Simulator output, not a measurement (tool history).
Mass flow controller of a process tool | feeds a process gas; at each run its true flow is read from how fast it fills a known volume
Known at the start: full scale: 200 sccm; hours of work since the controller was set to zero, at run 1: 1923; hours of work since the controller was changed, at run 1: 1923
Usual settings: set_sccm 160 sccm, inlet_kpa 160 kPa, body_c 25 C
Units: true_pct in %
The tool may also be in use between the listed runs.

run    hour  set_sccm  inlet_kpa  body_c  hours of work since the controller was set to zero  hours of work since the controller was changed  true_pct
  1       0       160        160      25                                                1923                                            1923    100.09
  2   105.2       160        160      25                                                1975                                            1975    100.14
  3   201.1       160        204      25                                                2022                                            2022     99.84
  4   344.7       160        160      21                                                2093                                            2093     99.88
  5   407.2       160        160      25                                                2124                                            2124     100.1
  6   503.9       160        160      25                                                2171                                            2171    100.19
  7   648.5       160        160      25                                                2242                                            2242    100.26
  8   725.8       160        160      25                                                2280                                            2280    100.12
  9   867.6       160        238      25                                                2350                                            2350       100
 10  1022.9       160        160      25                                                2427                                            2427    100.24
     1036.1  -- controller's zero set anew
 11  1159.3        28        160      25                                                  61                                            2494        96
 12  1286.1        28        160      25                                                 123                                            2556     95.91
 13  1375.1        28        160      25                                                 167                                            2600     95.91
 14  1520.7        28        160      25                                                 239                                            2672     95.71
 15  1630.1        51        246      31                                                 292                                            2725     98.26
 16  1719.9        91        160      23                                                 337                                            2770     99.04
     1759.4  -- controller's zero set anew, once more
 17  1791.6        91        196      36                                                  16                                            2805    101.38
 18  1875.8        91        196      36                                                  57                                            2846    101.29
 19  1967.1       199        141      31                                                 102                                            2891    101.55
 20  2050.8       199        141      31                                                 143                                            2932    101.49
 21  2124.6        66        166      25                                                 180                                            2969    100.54
 22  2196.8        25        219      22                                                 215                                            3004     99.77
 23  2327.8        31        240      29                                                 280                                            3069    100.25
 24  2416.2        65        196      27                                                 323                                            3112    100.55
 25  2513.7       101        184      27                                                 371                                            3160    100.69

4 ways to go on from here, each from the tool as it stands after run 25. What would each give?
  A  2620.7       101        150      30                                                 424                                            3213         ?
  B  2620.7        31        160      27                                                 424                                            3213         ?
  C  2620.7        20        249      23                                                 424                                            3213         ?
  D  2620.7       101        268      27                                                 424                                            3213         ?

run  true_pct
  A    101.03
  B    100.15
  C     99.28
  D    100.63
Without the tool's hidden state the same runs would have given:
run  true_pct
  A    100.01
  B     99.54
  C     99.01
  D     99.61
